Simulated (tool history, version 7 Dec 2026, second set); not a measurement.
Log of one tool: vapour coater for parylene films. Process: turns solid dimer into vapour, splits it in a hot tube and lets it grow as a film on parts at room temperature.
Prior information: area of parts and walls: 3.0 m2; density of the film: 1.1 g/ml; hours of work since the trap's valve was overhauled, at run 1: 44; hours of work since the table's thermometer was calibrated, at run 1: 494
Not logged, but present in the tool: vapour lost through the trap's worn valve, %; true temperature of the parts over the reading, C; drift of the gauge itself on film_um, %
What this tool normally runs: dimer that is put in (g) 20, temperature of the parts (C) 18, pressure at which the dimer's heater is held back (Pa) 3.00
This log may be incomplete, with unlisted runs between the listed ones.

| run | hour | dimer that is put in (g) | temperature of the parts (C) | pressure at which the dimer's heater is held back (Pa) | hours of work since the trap's valve was overhauled | hours of work since the table's thermometer was calibrated | thickness of the film (µm) |
|---|---|---|---|---|---|---|---|
| 1 | 0.0 | 20 | 18 | 3.00 | 44 | 494 | 4.03 |
| 2 | 20.8 | 20 | 18 | 3.00 | 57 | 506 | 3.99 |
| 3 | 37.8 | 20 | 18 | 3.00 | 67 | 517 | 3.97 |
| 4 | 52.1 | 20 | 18 | 3.00 | 76 | 526 | 3.96 |
| 5 | 63.3 | 20 | 18 | 3.00 | 83 | 532 | 3.97 |
| 6 | 79.6 | 34 | 18 | 3.00 | 93 | 542 | 6.71 |
| 7 | 90.3 | 20 | 18 | 7.55 | 100 | 549 | 3.69 |
| 8 | 106.3 | 28 | 18 | 3.00 | 109 | 559 | 5.47 |
| 9 | 117.1 | 20 | 18 | 3.45 | 116 | 565 | 3.88 |
| 10 | 132.4 | 11 | 18 | 3.00 | 125 | 575 | 2.10 |
| 11 | 147.0 | 11 | 18 | 3.00 | 134 | 584 | 2.13 |
| 12 | 157.4 | 11 | 18 | 3.00 | 141 | 590 | 2.11 |
| 13 | 172.4 | 11 | 18 | 3.00 | 150 | 599 | 2.11 |
| 14 | 189.7 | 13 | 18 | 3.00 | 161 | 610 | 2.48 |
| 15 | 202.3 | 13 | 18 | 3.00 | 168 | 618 | 2.49 |
| 16 | 211.5 | 20 | 18 | 3.37 | 174 | 623 | 3.75 |
| 17 | 225.2 | 20 | 18 | 3.00 | 182 | 632 | 3.79 |
| 18 | 238.9 | 20 | 18 | 3.00 | 191 | 640 | 3.81 |
| 19 | 254.4 | 20 | 18 | 3.00 | 200 | 650 | 3.75 |
| 20 | 264.7 | 20 | 17 | 3.00 | 207 | 656 | 3.96 |
| 21 | 275.8 | 20 | 17 | 3.00 | 213 | 663 | 3.87 |
| 22 | 295.5 | 20 | 17 | 3.00 | 226 | 675 | 3.86 |
| 23 | 308.1 | 20 | 25 | 3.00 | 233 | 683 | 2.71 |
| 24 | 317.1 | 8 | 14 | 3.00 | 239 | 688 | 1.75 |
| 25 | 326.2 | 12 | 18 | 3.00 | 244 | 694 | 2.22 |
| 26 | 339.1 | 20 | 22 | 3.66 | 252 | 702 | 3.07 |
| 27 | 358.9 | 20 | 22 | 3.66 | 264 | 714 | 2.99 |
| 28 | 374.9 | 20 | 22 | 3.66 | 274 | 724 | 3.00 |

Run 29 has not been measured yet. What should we expect?
| 29 | 389.7 | 19 | 22 | 11.55 | 283 | 733 | ? |

{"run 29": {"thickness of the film (µm)": 2.65}}
If the tool had no hidden condition, the same run with the same run-to-run variation would have returned thickness of the film (µm) 3.03.

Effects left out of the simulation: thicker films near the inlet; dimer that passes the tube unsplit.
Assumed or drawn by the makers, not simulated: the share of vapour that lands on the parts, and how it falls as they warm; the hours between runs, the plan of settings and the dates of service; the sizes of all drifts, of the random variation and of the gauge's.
